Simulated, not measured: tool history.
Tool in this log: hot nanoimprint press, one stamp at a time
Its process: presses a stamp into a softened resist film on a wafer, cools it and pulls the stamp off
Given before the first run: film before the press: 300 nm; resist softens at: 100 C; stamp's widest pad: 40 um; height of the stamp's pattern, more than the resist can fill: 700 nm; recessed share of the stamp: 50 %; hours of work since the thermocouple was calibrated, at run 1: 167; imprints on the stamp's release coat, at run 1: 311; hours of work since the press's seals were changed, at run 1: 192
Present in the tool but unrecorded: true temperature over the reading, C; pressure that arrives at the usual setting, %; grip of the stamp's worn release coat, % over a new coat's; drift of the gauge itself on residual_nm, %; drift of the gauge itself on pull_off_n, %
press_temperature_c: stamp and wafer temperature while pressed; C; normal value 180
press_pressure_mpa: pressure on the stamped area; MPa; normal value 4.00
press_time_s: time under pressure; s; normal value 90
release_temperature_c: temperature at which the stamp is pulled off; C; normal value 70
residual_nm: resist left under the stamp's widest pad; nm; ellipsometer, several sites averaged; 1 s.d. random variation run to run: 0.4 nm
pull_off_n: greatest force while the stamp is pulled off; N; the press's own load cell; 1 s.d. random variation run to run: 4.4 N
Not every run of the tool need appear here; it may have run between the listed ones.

run,day,press_temperature_c,press_pressure_mpa,press_time_s,release_temperature_c,hours of work since the thermocouple was calibrated,imprints on the stamp's release coat,hours of work since the press's seals were changed,residual_nm,pull_off_n
1,0.000,180,4.00,90,70,167,311,192,138.0,231
2,0.738,180,4.00,90,70,181,384,205,138.1,235
3,1.283,180,4.00,90,70,190,439,215,137.6,234
4,1.792,180,4.00,90,70,200,489,224,137.6,236
5,2.150,180,4.00,90,70,206,525,230,137.7,231
6,2.671,180,4.00,90,70,215,577,240,137.4,241
7,3.108,180,4.00,90,70,223,620,247,137.2,243
8,3.667,180,4.00,90,70,233,676,257,137.2,252
9,4.475,180,4.00,90,70,248,757,272,136.9,256
10,5.238,173,4.00,90,70,261,832,286,179.0,254
11,5.642,173,4.00,90,70,269,873,293,178.9,254
12,6.329,180,4.00,122,70,281,941,305,122.1,256
13,7.150,180,4.00,122,70,296,1023,320,121.5,259
14,7.921,180,4.00,122,76,309,1100,334,121.2,248
15,8.521,180,4.00,122,76,320,1159,344,120.7,245
16,9.217,180,4.00,158,70,333,1229,357,109.2,279
17,9.975,170,3.86,83,64,346,1304,371,202.1,305
18,10.708,178,6.31,83,72,359,1378,384,124.9,286
19,11.533,178,6.31,52,59,374,1460,399,148.9,308
20,12.150,190,4.00,121,70,385,1521,410,80.3,280
# day 12.888: plate thermocouple calibrated
21,12.958,190,4.00,121,70,1,1589,422,84.5,300
22,13.712,189,2.45,167,56,15,1665,435,97.7,348
23,14.071,179,4.00,54,70,21,1700,442,176.5,315
24,14.683,179,4.00,54,70,32,1761,453,177.6,319
25,15.154,185,5.24,70,62,41,1808,461,114.1,354
26,15.596,185,2.87,52,63,49,1852,469,165.2,340
27,16.171,180,3.00,90,70,59,1910,480,159.6,329
28,16.904,180,3.00,90,70,72,1983,493,160.0,328
29,17.333,180,4.54,53,70,80,2025,500,162.6,326
30,18.017,180,4.33,109,70,92,2093,513,127.2,333
31,18.767,180,4.33,109,70,106,2168,526,128.2,343

For each run, the measured value with the value that run would have given without the tool's hidden condition subtracted. The run-to-run variation is shared by both, the gauge scatter possibly not:
run,residual_nm,pull_off_n
1,-2.9,+14
2,-3.0,+18
3,-3.1,+20
4,-3.2,+23
5,-3.3,+25
6,-3.4,+27
7,-3.5,+30
8,-3.6,+33
9,-3.8,+38
10,-4.8,+41
11,-4.8,+43
12,-4.0,+46
13,-4.1,+50
14,-4.2,+51
15,-4.4,+52
16,-4.2,+63
17,-6.1,+72
18,-4.2,+71
19,-4.7,+80
20,-3.2,+75
21,+1.4,+87
22,+1.0,+104
23,+2.0,+97
24,+1.9,+100
25,+2.0,+113
26,+1.1,+110
27,+1.0,+109
28,+0.8,+112
29,+1.5,+112
30,+1.1,+118
31,+1.0,+123
